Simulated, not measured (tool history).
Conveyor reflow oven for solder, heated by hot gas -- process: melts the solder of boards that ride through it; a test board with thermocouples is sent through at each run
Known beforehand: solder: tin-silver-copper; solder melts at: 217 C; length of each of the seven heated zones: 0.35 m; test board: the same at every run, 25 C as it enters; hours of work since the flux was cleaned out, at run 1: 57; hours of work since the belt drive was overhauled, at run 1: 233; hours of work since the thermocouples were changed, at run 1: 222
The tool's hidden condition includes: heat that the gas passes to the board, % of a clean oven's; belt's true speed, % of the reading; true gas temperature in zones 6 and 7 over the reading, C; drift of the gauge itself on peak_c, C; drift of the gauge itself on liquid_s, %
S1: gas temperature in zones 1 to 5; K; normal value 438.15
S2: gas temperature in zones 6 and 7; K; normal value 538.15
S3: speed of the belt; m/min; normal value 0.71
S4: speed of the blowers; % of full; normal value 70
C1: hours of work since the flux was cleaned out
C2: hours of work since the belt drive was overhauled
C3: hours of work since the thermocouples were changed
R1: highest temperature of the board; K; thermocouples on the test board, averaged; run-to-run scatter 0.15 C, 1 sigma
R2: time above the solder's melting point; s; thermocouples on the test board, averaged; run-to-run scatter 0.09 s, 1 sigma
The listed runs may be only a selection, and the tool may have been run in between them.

run 1 day=0 | S1=438.15 S2=538.15 S3=0.71 S4=70 | C1=57 C2=233 C3=222 | R1=520.75 R2=39.45
run 2 day=0.65 | S1=438.15 S2=538.15 S3=0.71 S4=70 | C1=66 C2=241 C3=230 | R1=520.75 R2=39.45
run 3 day=1.229 | S1=438.15 S2=538.15 S3=0.71 S4=70 | C1=73 C2=249 C3=238 | R1=520.65 R2=39.55
run 4 day=1.604 | S1=438.15 S2=538.15 S3=0.71 S4=70 | C1=78 C2=254 C3=243 | R1=520.65 R2=39.55
run 5 day=1.942 | S1=438.15 S2=538.15 S3=0.71 S4=70 | C1=82 C2=258 C3=247 | R1=520.75 R2=39.61
run 6 day=2.546 | S1=452.15 S2=538.15 S3=0.71 S4=70 | C1=90 C2=266 C3=255 | R1=522.85 R2=44.81
run 7 day=3.208 | S1=426.15 S2=540.15 S3=0.617 S4=74 | C1=99 C2=274 C3=263 | R1=525.55 R2=47.09
run 8 day=3.7 | S1=441.15 S2=538.15 S3=0.803 S4=70 | C1=105 C2=281 C3=270 | R1=516.85 R2=32.36
run 9 day=4.192 | S1=441.15 S2=528.15 S3=0.601 S4=81 | C1=111 C2=287 C3=276 | R1=517.75 R2=47.9
run 10 day=4.875 | S1=435.15 S2=538.15 S3=0.778 S4=70 | C1=120 C2=296 C3=285 | R1=516.65 R2=32.18
run 11 day=5.308 | S1=435.15 S2=538.15 S3=0.778 S4=70 | C1=126 C2=301 C3=290 | R1=516.85 R2=32.09

Predict each of these 3 candidate next runs independently; none follows another, all start after run 11:
run A day=5.662 | S1=453.15 S2=538.15 S3=0.71 S4=73 | C1=130 C2=306 C3=295 | R1=? R2=?
run B day=5.662 | S1=438.15 S2=541.15 S3=0.605 S4=72 | C1=130 C2=306 C3=295 | R1=? R2=?
run C day=5.662 | S1=435.15 S2=538.15 S3=0.758 S4=71 | C1=130 C2=306 C3=295 | R1=? R2=?

run=A R1=523.45 R2=45.35
run=B R1=528.15 R2=52.76
run=C R1=517.85 R2=34.12
Without the tool's unlogged condition, the same runs would have read:
run=A R1=525.15 R2=46.06
run=B R1=529.95 R2=53.46
run=C R1=519.75 R2=35.19

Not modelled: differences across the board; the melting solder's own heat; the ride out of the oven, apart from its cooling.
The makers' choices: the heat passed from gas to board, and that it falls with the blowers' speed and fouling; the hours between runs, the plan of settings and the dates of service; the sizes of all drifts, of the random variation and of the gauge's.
